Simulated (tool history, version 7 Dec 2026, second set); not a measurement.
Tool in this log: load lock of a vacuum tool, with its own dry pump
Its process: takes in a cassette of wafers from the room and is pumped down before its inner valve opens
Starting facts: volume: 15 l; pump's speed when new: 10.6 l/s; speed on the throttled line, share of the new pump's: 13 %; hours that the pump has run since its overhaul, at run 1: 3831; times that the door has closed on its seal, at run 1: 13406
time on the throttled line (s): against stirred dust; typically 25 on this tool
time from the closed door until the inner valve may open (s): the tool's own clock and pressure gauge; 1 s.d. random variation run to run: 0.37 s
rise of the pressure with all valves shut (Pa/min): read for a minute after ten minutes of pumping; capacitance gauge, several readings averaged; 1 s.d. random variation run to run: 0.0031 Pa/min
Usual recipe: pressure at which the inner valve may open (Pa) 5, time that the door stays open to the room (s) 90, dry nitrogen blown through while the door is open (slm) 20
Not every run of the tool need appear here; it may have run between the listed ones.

| run | hour | time on the throttled line (s) | pressure at which the inner valve may open (Pa) | time that the door stays open to the room (s) | dry nitrogen blown through while the door is open (slm) | hours that the pump has run since its overhaul | times that the door has closed on its seal | incoming humidity of the room's air, % | time from the closed door until the inner valve may open (s) | rise of the pressure with all valves shut (Pa/min) |
|---|---|---|---|---|---|---|---|---|---|---|
| 1 | 0.0 | 25 | 5 | 90 | 20 | 3831 | 13406 | 44.4 | 36.7 | 0.134 |
| 2 | 98.4 | 25 | 5 | 90 | 20 | 3929 | 13673 | 47.5 | 37.4 | 0.130 |
| 3 | 285.6 | 25 | 5 | 90 | 20 | 4116 | 14180 | 48.9 | 36.5 | 0.144 |
| 4 | 415.4 | 25 | 5 | 90 | 20 | 4246 | 14531 | 46.2 | 36.6 | 0.139 |
| 5 | 562.8 | 38 | 5 | 90 | 20 | 4393 | 14930 | 46.0 | 48.2 | 0.141 |
| 6 | 733.0 | 38 | 5 | 90 | 20 | 4564 | 15391 | 45.4 | 48.1 | 0.146 |
| 7 | 928.7 | 18 | 5 | 90 | 20 | 4759 | 15921 | 42.3 | 30.8 | 0.143 |
| 8 | 1083.1 | 18 | 5 | 90 | 20 | 4914 | 16339 | 43.5 | 30.7 | 0.155 |
| 9 | 1167.8 | 25 | 5 | 111 | 20 | 4998 | 16568 | 42.4 | 37.2 | 0.146 |
| 10 | 1260.1 | 25 | 5 | 111 | 20 | 5091 | 16818 | 46.6 | 37.0 | 0.158 |
| 11 | 1440.6 | 25 | 5 | 111 | 20 | 5271 | 17306 | 40.6 | 36.2 | 0.158 |
| 12 | 1586.3 | 25 | 5 | 111 | 20 | 5417 | 17701 | 42.0 | 35.9 | 0.164 |
| 13 | 1751.8 | 28 | 5 | 90 | 20 | 5582 | 18149 | 46.1 | 40.4 | 0.168 |
| 14 | 1852.5 | 25 | 5 | 90 | 20 | 5683 | 18422 | 41.3 | 36.5 | 0.162 |
| 15 | 1981.0 | 25 | 5 | 145 | 20 | 5812 | 18769 | 45.5 | 37.2 | 0.180 |
| 16 | 2092.9 | 25 | 5 | 145 | 20 | 5924 | 19072 | 45.3 | 37.8 | 0.179 |
| 17 | 2225.0 | 25 | 5 | 145 | 20 | 6056 | 19430 | 45.5 | 37.7 | 0.189 |
| 18 | 2351.9 | 25 | 5 | 90 | 20 | 6183 | 19774 | 41.9 | 37.5 | 0.176 |
| 19 | 2559.5 | 25 | 5 | 90 | 20 | 6390 | 20336 | 47.5 | 36.9 | 0.191 |
| 20 | 2736.7 | 25 | 6 | 90 | 30 | 6567 | 20815 | 45.1 | 37.1 | 0.177 |
| 21 | 2833.8 | 38 | 5 | 171 | 38 | 6664 | 21078 | 46.7 | 48.8 | 0.182 |
| 22 | 3010.8 | 39 | 8 | 110 | 12 | 6841 | 21557 | 44.6 | 48.1 | 0.208 |
| 23 | 3105.8 | 39 | 8 | 110 | 12 | 6936 | 21814 | 43.6 | 48.7 | 0.210 |
| 24 | 3227.4 | 26 | 6 | 94 | 4 | 7058 | 22144 | 43.2 | 38.7 | 0.229 |
| 25 | 3416.6 | 26 | 6 | 94 | 4 | 7247 | 22656 | 45.4 | 37.8 | 0.235 |
| 26 | 3540.3 | 19 | 6 | 26 | 19 | 7371 | 22991 | 43.2 | 31.7 | 0.186 |
| 27 | 3749.8 | 41 | 9 | 123 | 19 | 7580 | 23558 | 43.1 | 50.0 | 0.220 |
| 28 | 3834.2 | 25 | 5 | 27 | 20 | 7665 | 23786 | 46.3 | 37.8 | 0.196 |
| 29 | 4030.1 | 25 | 5 | 27 | 20 | 7861 | 24317 | 44.7 | 37.5 | 0.203 |
| 30 | 4200.8 | 27 | 4 | 60 | 22 | 8031 | 24779 | 46.8 | 40.3 | 0.217 |
| 31 | 4318.0 | 20 | 8 | 82 | 4 | 8149 | 25096 | 46.3 | 32.5 | 0.256 |
| 32 | 4443.5 | 25 | 5 | 230 | 20 | 8274 | 25436 | 49.9 | 37.6 | 0.264 |
| 33 | 4592.6 | 25 | 5 | 230 | 20 | 8423 | 25840 | 44.1 | 37.9 | 0.259 |
| 34 | 4708.3 | 25 | 5 | 230 | 20 | 8539 | 26153 | 45.6 | 37.5 | 0.266 |
| 35 | 4812.6 | 35 | 5 | 178 | 5 | 8643 | 26435 | 47.9 | 46.6 | 0.295 |
| 36 | 4987.3 | 35 | 5 | 178 | 5 | 8818 | 26908 | 43.1 | 46.8 | 0.290 |
|  | 5143.6 | door's seal changed, seat wiped |
| 37 | 5187.5 | 44 | 5 | 90 | 16 | 9017 | 119 | 41.2 | 53.3 | 0.078 |

Predict each of these 4 candidate next runs independently; none follows another, all start after run 37:
| A | 5335.7 | 25 | 5 | 38 | 20 | 9165 | 520 | 42.0 | ? | ? |
| B | 5335.7 | 25 | 8 | 90 | 20 | 9165 | 520 | 47.4 | ? | ? |
| C | 5335.7 | 47 | 5 | 90 | 13 | 9165 | 520 | 42.9 | ? | ? |
| D | 5335.7 | 44 | 5 | 90 | 27 | 9165 | 520 | 44.4 | ? | ? |

| run | time from the closed door until the inner valve may open (s) | rise of the pressure with all valves shut (Pa/min) |
|---|---|---|
| A | 37.8 | 0.052 |
| B | 36.6 | 0.086 |
| C | 56.6 | 0.082 |
| D | 54.0 | 0.074 |
With no hidden state in the tool, these same runs would have given:
| run | time from the closed door until the inner valve may open (s) | rise of the pressure with all valves shut (Pa/min) |
|---|---|---|
| A | 36.0 | 0.046 |
| B | 35.0 | 0.080 |
| C | 55.3 | 0.076 |
| D | 52.6 | 0.068 |

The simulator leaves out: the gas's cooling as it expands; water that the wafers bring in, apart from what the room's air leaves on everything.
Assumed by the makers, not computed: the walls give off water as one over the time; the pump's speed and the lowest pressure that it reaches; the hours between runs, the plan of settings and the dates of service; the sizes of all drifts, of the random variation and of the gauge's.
